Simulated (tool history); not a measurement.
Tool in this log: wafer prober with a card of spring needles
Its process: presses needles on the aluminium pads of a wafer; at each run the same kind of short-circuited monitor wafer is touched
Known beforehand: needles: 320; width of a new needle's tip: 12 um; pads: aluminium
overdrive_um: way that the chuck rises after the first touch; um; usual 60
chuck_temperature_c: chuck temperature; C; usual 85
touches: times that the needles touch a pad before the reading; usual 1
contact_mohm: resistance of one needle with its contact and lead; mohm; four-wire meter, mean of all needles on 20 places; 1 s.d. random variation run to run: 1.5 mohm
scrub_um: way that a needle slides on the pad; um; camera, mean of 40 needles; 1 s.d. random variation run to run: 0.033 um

run 1 hour=0 | overdrive_um=60 chuck_temperature_c=85 touches=1 | contact_mohm=203 scrub_um=15.99
-- hour=4.5 tips cleaned on abrasive film
run 2 hour=11.4 | overdrive_um=60 chuck_temperature_c=85 touches=1 | contact_mohm=171 scrub_um=15.91
run 3 hour=20.2 | overdrive_um=60 chuck_temperature_c=85 touches=1 | contact_mohm=197 scrub_um=15.94
run 4 hour=26.8 | overdrive_um=60 chuck_temperature_c=85 touches=1 | contact_mohm=204 scrub_um=15.94
-- hour=32.3 tips cleaned on abrasive film
run 5 hour=38.5 | overdrive_um=60 chuck_temperature_c=85 touches=1 | contact_mohm=171 scrub_um=15.88
run 6 hour=48.4 | overdrive_um=60 chuck_temperature_c=85 touches=1 | contact_mohm=196 scrub_um=15.91
run 7 hour=58.6 | overdrive_um=60 chuck_temperature_c=85 touches=1 | contact_mohm=208 scrub_um=15.86
-- hour=59.8 tips cleaned on abrasive film
run 8 hour=66.3 | overdrive_um=60 chuck_temperature_c=85 touches=2 | contact_mohm=157 scrub_um=15.88
run 9 hour=76.9 | overdrive_um=60 chuck_temperature_c=79 touches=1 | contact_mohm=202 scrub_um=15.89
run 10 hour=86.1 | overdrive_um=60 chuck_temperature_c=79 touches=1 | contact_mohm=210 scrub_um=15.93
-- hour=87.5 tips cleaned on abrasive film
run 11 hour=93.9 | overdrive_um=60 chuck_temperature_c=79 touches=1 | contact_mohm=167 scrub_um=15.84
run 12 hour=104.9 | overdrive_um=60 chuck_temperature_c=94 touches=1 | contact_mohm=198 scrub_um=15.86
run 13 hour=111.5 | overdrive_um=60 chuck_temperature_c=94 touches=1 | contact_mohm=215 scrub_um=15.89
-- hour=114.9 tips cleaned on abrasive film
run 14 hour=122.6 | overdrive_um=60 chuck_temperature_c=94 touches=1 | contact_mohm=175 scrub_um=15.84
run 15 hour=131.3 | overdrive_um=60 chuck_temperature_c=85 touches=1 | contact_mohm=197 scrub_um=15.85
-- hour=142.3 tips cleaned on abrasive film
run 16 hour=142.6 | overdrive_um=60 chuck_temperature_c=85 touches=1 | contact_mohm=138 scrub_um=15.87
run 17 hour=154.3 | overdrive_um=60 chuck_temperature_c=85 touches=1 | contact_mohm=187 scrub_um=15.77
run 18 hour=166.1 | overdrive_um=80 chuck_temperature_c=64 touches=2 | contact_mohm=156 scrub_um=21.14
-- hour=169.8 tips cleaned on abrasive film
run 19 hour=174.5 | overdrive_um=80 chuck_temperature_c=64 touches=2 | contact_mohm=138 scrub_um=21.17
run 20 hour=181.8 | overdrive_um=80 chuck_temperature_c=64 touches=2 | contact_mohm=150 scrub_um=21.1
run 21 hour=187.6 | overdrive_um=74 chuck_temperature_c=89 touches=1 | contact_mohm=178 scrub_um=19.52
run 22 hour=195.8 | overdrive_um=74 chuck_temperature_c=89 touches=1 | contact_mohm=186 scrub_um=19.5
-- hour=197.6 tips cleaned on abrasive film
run 23 hour=200.8 | overdrive_um=74 chuck_temperature_c=85 touches=2 | contact_mohm=141 scrub_um=19.49
run 24 hour=212.7 | overdrive_um=61 chuck_temperature_c=56 touches=1 | contact_mohm=194 scrub_um=16.06
run 25 hour=218.6 | overdrive_um=61 chuck_temperature_c=56 touches=1 | contact_mohm=205 scrub_um=16.04
-- hour=225.2 tips cleaned on abrasive film
run 26 hour=225.9 | overdrive_um=62 chuck_temperature_c=33 touches=1 | contact_mohm=138 scrub_um=16.27
run 27 hour=232 | overdrive_um=45 chuck_temperature_c=33 touches=2 | contact_mohm=173 scrub_um=11.8
run 28 hour=242.2 | overdrive_um=66 chuck_temperature_c=52 touches=3 | contact_mohm=149 scrub_um=17.34
run 29 hour=249.4 | overdrive_um=66 chuck_temperature_c=52 touches=3 | contact_mohm=153 scrub_um=17.32
-- hour=252.9 tips cleaned on abrasive film
run 30 hour=255.8 | overdrive_um=60 chuck_temperature_c=117 touches=1 | contact_mohm=159 scrub_um=15.77
run 31 hour=262.3 | overdrive_um=60 chuck_temperature_c=54 touches=2 | contact_mohm=161 scrub_um=15.8
run 32 hour=273.9 | overdrive_um=60 chuck_temperature_c=25 touches=1 | contact_mohm=206 scrub_um=15.76
-- hour=280.3 tips cleaned on abrasive film
run 33 hour=280.3 | overdrive_um=56 chuck_temperature_c=96 touches=3 | contact_mohm=140 scrub_um=14.67
run 34 hour=291.6 | overdrive_um=56 chuck_temperature_c=96 touches=3 | contact_mohm=160 scrub_um=14.63

Below, some changes in contact_mohm between adjacent runs. For each, the amount present without the hidden state too (settings, incoming material, random variation) and the amount remaining for the hidden state with gauge scatter not shared by both compared results:
The hidden state here: debris on the tips, nm; way that the needles fall short of the set height, um; tips' diameter, um; drift of the gauge itself on contact_mohm, %; drift of the gauge itself on scrub_um, %.
Run 15 -> 16: tips cleaned on abrasive film. contact_mohm -59 mohm: hidden state -60, all else +1.
Run 25 -> 26: overdrive_um 61 -> 62, chuck_temperature_c 56 -> 33, tips cleaned on abrasive film. contact_mohm -67 mohm: hidden state -62, all else -5.
Run 32 -> 33: overdrive_um 60 -> 56, chuck_temperature_c 25 -> 96, touches 1 -> 3, tips cleaned on abrasive film. contact_mohm -66 mohm: hidden state -77, all else +11.
